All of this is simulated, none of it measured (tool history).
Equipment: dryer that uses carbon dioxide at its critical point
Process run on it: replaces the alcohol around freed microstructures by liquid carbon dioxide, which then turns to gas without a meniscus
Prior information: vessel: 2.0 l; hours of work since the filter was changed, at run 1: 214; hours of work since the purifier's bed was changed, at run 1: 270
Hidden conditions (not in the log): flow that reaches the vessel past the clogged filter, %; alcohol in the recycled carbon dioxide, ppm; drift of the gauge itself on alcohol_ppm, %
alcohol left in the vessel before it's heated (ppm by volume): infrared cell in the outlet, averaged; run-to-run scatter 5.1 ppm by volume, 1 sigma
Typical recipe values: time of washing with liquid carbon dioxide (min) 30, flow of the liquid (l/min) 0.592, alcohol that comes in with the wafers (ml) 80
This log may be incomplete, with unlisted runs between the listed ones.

run,hour,time of washing with liquid carbon dioxide (min),flow of the liquid (l/min),alcohol that comes in with the wafers (ml),hours of work since the filter was changed,hours of work since the purifier's bed was changed,alcohol left in the vessel before it's heated (ppm by volume)
1,0.0,30,0.592,80,214,270,95
2,24.5,30,0.592,80,226,282,105
3,57.0,30,0.592,80,243,298,100
4,85.2,30,0.592,80,257,313,117
5,111.2,22,0.592,80,270,326,410
6,145.0,22,0.592,80,287,343,419
7,163.2,30,0.592,86,296,352,118
8,180.5,30,0.592,86,305,361,120
9,213.2,30,0.592,86,322,377,115
10,239.7,19,0.592,80,335,391,802
# hour 267.6: inlet filter changed
11,275.9,19,0.592,80,4,409,623
12,302.8,19,0.592,80,18,422,664
13,323.8,30,0.592,80,28,433,100
14,362.6,31,0.592,80,48,452,88
15,400.9,31,0.592,80,67,472,90
16,431.6,31,0.592,80,83,487,97
17,471.0,30,0.592,80,103,507,118
18,508.3,30,0.592,80,122,526,120
19,534.8,30,0.592,80,135,539,115
20,567.1,30,0.592,80,151,556,126
21,591.9,30,0.592,27,164,568,84
22,623.6,30,0.592,27,180,584,76
23,663.4,30,0.592,27,200,604,85
24,691.5,24,0.754,23,214,618,87
25,724.7,24,0.754,23,231,635,90
26,742.2,28,0.744,89,240,644,97
# hour 751.7: purifier's bed changed
27,781.0,28,0.744,89,258,15,27
28,811.0,28,0.707,25,273,30,22
29,828.2,28,0.707,25,282,39,23
30,860.1,28,0.707,25,298,55,13
31,899.2,28,0.707,25,317,75,32
32,925.9,25,0.987,26,331,88,14
33,943.2,25,0.987,26,340,97,19
# hour 963.3: inlet filter changed
34,963.6,25,0.386,58,0,107,791

What will run 35 give?
35,997.7,25,0.386,58,17,124,?

alcohol left in the vessel before it's heated (ppm by volume): 822
With the hidden condition absent and the run-to-run variation left alone, this run would have shown alcohol left in the vessel before it's heated (ppm by volume) 787.

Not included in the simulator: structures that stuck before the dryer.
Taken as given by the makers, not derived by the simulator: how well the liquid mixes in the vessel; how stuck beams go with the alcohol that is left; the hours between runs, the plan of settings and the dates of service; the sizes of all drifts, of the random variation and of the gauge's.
